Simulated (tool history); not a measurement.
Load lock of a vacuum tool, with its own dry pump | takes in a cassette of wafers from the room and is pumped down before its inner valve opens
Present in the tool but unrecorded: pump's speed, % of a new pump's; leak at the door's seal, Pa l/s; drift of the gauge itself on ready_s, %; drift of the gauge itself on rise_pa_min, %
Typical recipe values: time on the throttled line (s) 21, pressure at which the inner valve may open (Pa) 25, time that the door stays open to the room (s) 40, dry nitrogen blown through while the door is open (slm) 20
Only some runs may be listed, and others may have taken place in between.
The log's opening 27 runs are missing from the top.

run    hour  time on the throttled line (s)  pressure at which the inner valve may open (Pa)  time that the door stays open to the room (s)  dry nitrogen blown through while the door is open (slm)  hours that the pump has run since its overhaul  times that the door has closed on its seal  incoming humidity of the room's air, %  time from the closed door until the inner valve may open (s)  rise of the pressure with all valves shut (Pa/min)
 28  3680.6                              19                                               46                                             40                                                       10                                           10899                                       20539                                      43                                                          37.9                                               0.095
 29    3872                              19                                               46                                             40                                                       10                                           11090                                       21225                                    46.6                                                          37.6                                               0.104
 30  4000.9                              27                                               25                                             90                                                        6                                           11219                                       21687                                    46.5                                                          45.4                                               0.126
 31  4177.4                              27                                               25                                             90                                                        6                                           11396                                       22319                                    45.6                                                            46                                               0.126
 32  4294.9                              21                                               34                                             40                                                       20                                           11513                                       22740                                    45.5                                                          41.5                                               0.103
 33  4430.5                              18                                               44                                             43                                                       12                                           11649                                       23226                                    42.5                                                          37.7                                               0.107
 34  4641.1                              17                                               44                                             43                                                       24                                           11860                                       23980                                    47.6                                                          37.5                                               0.108
 35  4732.4                              34                                               32                                            192                                                        5                                           11951                                       24307                                    51.9                                                          49.6                                               0.177
 36  4858.1                              32                                               29                                             40                                                        8                                           12077                                       24758                                    44.5                                                            49                                               0.122
 37  4983.1                              21                                               43                                            151                                                       20                                           12201                                       25205                                    43.8                                                          39.6                                               0.131

Consider 3 possible next runs. They are alternatives, not a sequence: every one starts from the tool as it was left by run 37. What does each give?
  A  5131.3                              21                                               41                                            151                                                       20                                           12350                                       25736                                    42.7                                                             ?                                                   ?
  B  5131.3                              21                                               43                                            119                                                       20                                           12350                                       25736                                      46                                                             ?                                                   ?
  C  5131.3                              10                                               43                                            151                                                       20                                           12350                                       25736                                    45.4                                                             ?                                                   ?

run  time from the closed door until the inner valve may open (s)  rise of the pressure with all valves shut (Pa/min)
  A                                                          40.1                                               0.141
  B                                                          39.3                                               0.138
  C                                                          33.5                                               0.143
What these runs would have given with no unlogged condition in the tool:
run  time from the closed door until the inner valve may open (s)  rise of the pressure with all valves shut (Pa/min)
  A                                                          37.7                                               0.041
  B                                                          36.9                                               0.038
  C                                                          30.7                                               0.044
